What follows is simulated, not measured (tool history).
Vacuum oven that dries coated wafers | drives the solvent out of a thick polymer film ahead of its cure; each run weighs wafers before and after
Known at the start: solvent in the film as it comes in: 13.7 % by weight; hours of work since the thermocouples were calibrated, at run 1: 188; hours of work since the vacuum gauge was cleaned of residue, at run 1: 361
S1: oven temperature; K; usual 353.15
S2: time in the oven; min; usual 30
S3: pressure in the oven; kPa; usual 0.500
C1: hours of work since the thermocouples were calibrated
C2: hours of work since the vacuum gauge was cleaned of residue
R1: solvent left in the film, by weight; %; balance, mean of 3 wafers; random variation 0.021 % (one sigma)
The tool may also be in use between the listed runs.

run	hour	S1	S2	S3	C1	C2	R1
1	0.0	353.15	30	0.500	188	361	1.08
2	29.1	353.15	30	0.500	210	382	1.08
3	41.2	353.15	30	0.500	219	391	1.04
4	69.1	353.15	30	0.500	239	412	1.14
5	83.5	353.15	30	0.500	250	422	1.10
6	97.9	353.15	30	0.500	260	433	1.05
7	113.7	353.15	30	0.500	272	445	1.09
8	139.0	359.15	30	0.500	291	463	0.36
9	162.8	359.15	30	0.500	308	481	0.33
10	180.0	359.15	30	0.500	321	494	0.36
11	207.4	359.15	30	0.500	341	514	0.38
12	236.6	359.15	30	0.612	363	535	0.40
13	249.6	353.15	30	0.518	372	545	1.06
14	264.3	353.15	30	0.518	383	556	1.05
15	279.5	367.15	30	0.500	394	567	0.09
16	292.3	367.15	30	0.500	404	576	0.13
17	315.2	367.15	30	0.500	420	593	0.09
18	336.4	367.15	30	0.500	436	609	0.13
19	357.4	367.15	30	0.500	452	624	0.08
20	374.6	367.15	30	0.500	464	637	0.07
21	387.7	365.15	44	1.062	474	647	0.22
22	410.0	365.15	44	1.062	490	663	0.18
23	428.4	353.15	44	0.500	504	677	0.47
24	452.4	353.15	44	0.500	522	694	0.42
25	479.3	363.15	30	0.500	541	714	0.19
26	503.7	363.15	30	1.254	559	732	0.33
27	528.5	346.15	24	0.805	578	750	3.67
28	557.5	362.15	17	0.271	599	772	0.83
29	569.9	362.15	26	0.362	608	781	0.26
30	584.2	362.15	26	0.803	619	791	0.36
31	611.1	362.15	26	0.803	639	811	0.36
32	638.3	353.15	15	0.500	659	831	3.32
33	656.8	353.15	15	0.500	672	845	3.35
34	675.9	353.15	15	0.500	686	859	3.28
35	700.2	353.15	30	0.332	704	877	1.01
36	728.4	363.15	21	1.658	725	898	0.68
37	756.6	353.15	30	1.067	746	918	1.24
38	780.7	360.15	18	1.867	764	936	1.31
39	793.0	349.15	51	0.537	773	945	0.67
40	810.9	349.15	51	0.537	786	958	0.67

Forecast each of these 5 alternatives for the next run:
A	828.7	349.15	20	0.565	799	972	?
B	828.7	353.15	30	0.293	799	972	?
C	828.7	353.15	36	0.500	799	972	?
D	828.7	349.15	33	1.496	799	972	?
E	828.7	366.15	36	0.465	799	972	?

run	R1
A	3.40
B	0.96
C	0.69
D	1.97
E	0.06
Without the tool's hidden state the same runs would have given:
run	R1
A	3.41
B	0.97
C	0.70
D	1.97
E	0.06
